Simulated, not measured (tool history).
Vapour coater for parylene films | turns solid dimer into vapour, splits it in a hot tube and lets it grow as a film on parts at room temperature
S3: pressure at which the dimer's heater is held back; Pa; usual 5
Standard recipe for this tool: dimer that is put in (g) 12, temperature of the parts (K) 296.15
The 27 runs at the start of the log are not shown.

Run 28, hour 378.8: usual settings but temperature of the parts (K) 297.15, S3 6.78 Pa. Result: thickness of the film (µm) 2.04.
Run 29, hour 395.2: usual settings but dimer that is put in (g) 17, temperature of the parts (K) 289.15, S3 7.63 Pa. Result: thickness of the film (µm) 3.69.
Run 30, hour 409.2: usual settings but S3 2.9 Pa. Result: thickness of the film (µm) 2.59.
Run 31, hour 422.6: usual settings but dimer that is put in (g) 9, temperature of the parts (K) 304.15, S3 2.14 Pa. Result: thickness of the film (µm) 1.54.
Run 32, hour 435.6: usual settings but dimer that is put in (g) 21, S3 9.56 Pa. Result: thickness of the film (µm) 3.31.
At hour 451.3: trap's valve overhauled.
Run 33, hour 452.3: usual settings but temperature of the parts (K) 294.15, S3 8.57 Pa. Result: thickness of the film (µm) 2.31.
Run 34, hour 463.4: usual settings but dimer that is put in (g) 14, temperature of the parts (K) 301.15. Result: thickness of the film (µm) 2.41.
Run 35, hour 483.3: usual settings but dimer that is put in (g) 6, S3 2.18 Pa. Result: thickness of the film (µm) 1.52.
Run 36, hour 497.6: usual settings but dimer that is put in (g) 10, S3 11.18 Pa. Result: thickness of the film (µm) 1.67.
Run 37, hour 510: usual settings but dimer that is put in (g) 10, temperature of the parts (K) 290.15, S3 11.61 Pa. Result: thickness of the film (µm) 2.06.
Run 38, hour 527.8: usual settings but dimer that is put in (g) 10, temperature of the parts (K) 290.15, S3 11.61 Pa. Result: thickness of the film (µm) 2.03.
Run 39, hour 548.3: usual settings but dimer that is put in (g) 6, temperature of the parts (K) 290.15, S3 11.61 Pa. Result: thickness of the film (µm) 1.22.

Below are 4 alternative next runs, each starting from the tool's condition after run 39. Predict each:
Run A, hour 561.6: usual settings but dimer that is put in (g) 6, temperature of the parts (K) 295.15, S3 11.61 Pa. Result: thickness of the film (µm) ?.
Run B, hour 561.6: usual settings but temperature of the parts (K) 290.15. Result: thickness of the film (µm) ?.
Run C, hour 561.6: usual settings but dimer that is put in (g) 21, temperature of the parts (K) 304.15. Result: thickness of the film (µm) ?.
Run D, hour 561.6: usual settings but dimer that is put in (g) 8, S3 2.1 Pa. Result: thickness of the film (µm) ?.

run  thickness of the film (µm)
  A                        1.03
  B                           3
  C                        3.23
  D                           2
Had the tool no hidden state, the same runs would have come out as:
run  thickness of the film (µm)
  A                        1.03
  B                           3
  C                        3.23
  D                           2
